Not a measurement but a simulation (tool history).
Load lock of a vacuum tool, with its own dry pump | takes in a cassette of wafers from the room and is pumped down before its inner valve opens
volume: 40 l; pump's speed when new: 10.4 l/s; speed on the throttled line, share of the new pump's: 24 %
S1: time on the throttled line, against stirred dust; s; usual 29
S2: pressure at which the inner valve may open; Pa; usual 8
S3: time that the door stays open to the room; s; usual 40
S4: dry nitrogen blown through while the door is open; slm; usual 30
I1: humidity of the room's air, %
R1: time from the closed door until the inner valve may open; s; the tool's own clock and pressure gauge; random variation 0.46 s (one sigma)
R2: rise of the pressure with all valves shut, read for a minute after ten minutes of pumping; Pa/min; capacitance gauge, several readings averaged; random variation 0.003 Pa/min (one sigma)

run 1 hour=0.0 | S1=29 S2=8 S3=40 S4=30 | I1=46.5 | R1=59.5 R2=0.071
run 2 hour=395.6 | S1=29 S2=8 S3=40 S4=30 | I1=44.0 | R1=58.8 R2=0.068
run 3 hour=614.7 | S1=29 S2=8 S3=40 S4=30 | I1=45.5 | R1=58.8 R2=0.072
run 4 hour=892.4 | S1=16 S2=8 S3=40 S4=30 | I1=45.5 | R1=48.7 R2=0.075
run 5 hour=1180.2 | S1=16 S2=8 S3=40 S4=30 | I1=46.4 | R1=48.5 R2=0.078
run 6 hour=1520.2 | S1=16 S2=8 S3=40 S4=30 | I1=48.5 | R1=48.9 R2=0.080
run 7 hour=1753.1 | S1=16 S2=8 S3=40 S4=30 | I1=44.1 | R1=50.6 R2=0.080
run 8 hour=2144.2 | S1=16 S2=8 S3=40 S4=30 | I1=46.2 | R1=50.6 R2=0.085
run 9 hour=2318.9 | S1=16 S2=8 S3=40 S4=30 | I1=44.6 | R1=50.8 R2=0.089
run 10 hour=2552.8 | S1=16 S2=8 S3=40 S4=30 | I1=46.5 | R1=50.4 R2=0.096
run 11 hour=2740.9 | S1=39 S2=6 S3=40 S4=14 | I1=47.0 | R1=68.7 R2=0.099

5 ways to go on from here, each from the tool as it stands after run 11. What would each give?
run A hour=3023.9 | S1=25 S2=7 S3=40 S4=18 | I1=43.7 | R1=? R2=?
run B hour=3023.9 | S1=36 S2=8 S3=40 S4=30 | I1=46.0 | R1=? R2=?
run C hour=3023.9 | S1=20 S2=6 S3=122 S4=6 | I1=45.3 | R1=? R2=?
run D hour=3023.9 | S1=39 S2=6 S3=26 S4=14 | I1=40.9 | R1=? R2=?
run E hour=3023.9 | S1=39 S2=6 S3=40 S4=5 | I1=46.2 | R1=? R2=?

run=A R1=58.6 R2=0.103
run=B R1=65.0 R2=0.100
run=C R1=54.9 R2=0.155
run=D R1=68.0 R2=0.097
run=E R1=69.7 R2=0.112
Without the tool's hidden state the same runs would have given:
run=A R1=57.0 R2=0.028
run=B R1=63.6 R2=0.025
run=C R1=53.3 R2=0.078
run=D R1=66.6 R2=0.021
run=E R1=68.3 R2=0.037
